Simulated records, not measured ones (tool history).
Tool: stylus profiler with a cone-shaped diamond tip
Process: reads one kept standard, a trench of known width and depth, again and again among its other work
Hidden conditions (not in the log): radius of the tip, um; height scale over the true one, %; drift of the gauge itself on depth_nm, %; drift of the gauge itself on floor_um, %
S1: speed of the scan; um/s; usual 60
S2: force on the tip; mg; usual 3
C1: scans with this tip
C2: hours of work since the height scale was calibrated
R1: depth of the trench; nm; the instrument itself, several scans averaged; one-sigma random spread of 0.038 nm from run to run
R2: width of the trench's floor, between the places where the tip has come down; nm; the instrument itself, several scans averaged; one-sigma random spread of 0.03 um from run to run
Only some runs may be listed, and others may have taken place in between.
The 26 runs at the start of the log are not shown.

run	day	S1	S2	C1	C2	R1	R2
27	73.712	60	2.24	19710	594	100.97	18320
28	77.421	60	2.24	20417	654	100.96	18260
29	80.533	47	5.29	21011	705	101.79	18340
30	84.792	121	1.74	21823	775	100.75	18010
31	88.608	93	1.58	22551	837	100.68	18050
32	91.638	151	1.28	23129	887	100.57	17800
33	93.75	151	1.28	23532	921	100.53	17780
34	97.858	19	1.62	24316	989	100.66	18310
35	100.779	47	4.44	24873	1036	101.57	18270
36	102.596	47	4.44	25220	1066	101.49	18280
37	106.229	32	8.44	25913	1125	102.47	18350
38	108.3	192	4.13	26308	1159	101.45	17890
39	112.175	103	7.31	27047	1223	102.23	18170
40	115.375	103	7.31	27657	1275	102.2	18180
41	117.733	95	7.31	28108	1314	102.08	18240
42	120.158	20	1.34	28570	1353	100.46	18260
43	122.2	44	2.68	28959	1387	101	18180
44	126.467	30	3	29774	1457	100.99	18260
45	128.667	30	3	30193	1493	100.96	18310
46	131.871	34	1.68	30804	1545	100.63	18210

What if the next run were any one of these 3? Each begins from the tool's condition after run 46:
# day 132.133: new tip fitted, height scale calibrated
A	135.371	34	4.29	618	53	?	?
# day 132.133: new tip fitted, height scale calibrated
B	135.371	21	5.63	618	53	?	?
# day 132.133: new tip fitted, height scale calibrated
C	135.371	19	1.17	618	53	?	?

run	R1	R2
A	101.71	18670
B	102.04	18700
C	100.65	18640
Without the tool's hidden state the same runs would have given:
run	R1	R2
A	101.75	18700
B	102.08	18730
C	100.69	18660
